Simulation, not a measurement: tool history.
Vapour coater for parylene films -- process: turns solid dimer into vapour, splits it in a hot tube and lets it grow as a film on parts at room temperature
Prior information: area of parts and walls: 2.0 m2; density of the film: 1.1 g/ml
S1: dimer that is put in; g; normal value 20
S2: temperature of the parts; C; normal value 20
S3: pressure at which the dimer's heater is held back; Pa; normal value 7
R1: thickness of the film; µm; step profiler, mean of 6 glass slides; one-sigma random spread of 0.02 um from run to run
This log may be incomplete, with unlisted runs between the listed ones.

run     day  S1  S2    S3    R1
  1       0  20  20     7  4.53
  2   1.833  20  20     7   4.5
  3   3.275  20  20     7  4.54
  4   5.112  20  20     7  4.53
  5   6.121  20  20  2.86  5.12
  6   7.008  14  20     7  3.17
      7.725  -- trap's valve overhauled
  7   8.133  14  20     7  3.16
  8   9.492  14  20     7  3.16
  9  10.733  20  20  3.98  4.91
 10  12.358  20  20     7   4.5
 11  13.258  11  19  9.81  2.44
 12  14.512  13  19     7     3
 13  15.788  14  12     7  3.98
 14  16.967  14  20  6.63  3.18
 15  18.383  33  19  3.47  8.43
 16  20.221  33  19  3.47  8.37
 17  21.508  10  23     7  2.07
 18  23.138  10  26   6.9  1.88
 19  24.417  20  20  7.71  4.43
 20  26.188  20  20  7.71  4.43

Forecast each of these 5 alternatives for the next run:
  A  27.2  20  20   9.95   ?
  B  27.2  32  20      7   ?
  C  27.2  32  16  11.29   ?
  D  27.2  20  26      7   ?
  E  27.2  10  20   5.06   ?

run    R1
  A  4.26
  B  7.16
  C   7.5
  D  3.75
  E  2.34
With no hidden state in the tool, these same runs would have given:
run    R1
  A  4.34
  B  7.29
  C  7.64
  D  3.81
  E  2.39

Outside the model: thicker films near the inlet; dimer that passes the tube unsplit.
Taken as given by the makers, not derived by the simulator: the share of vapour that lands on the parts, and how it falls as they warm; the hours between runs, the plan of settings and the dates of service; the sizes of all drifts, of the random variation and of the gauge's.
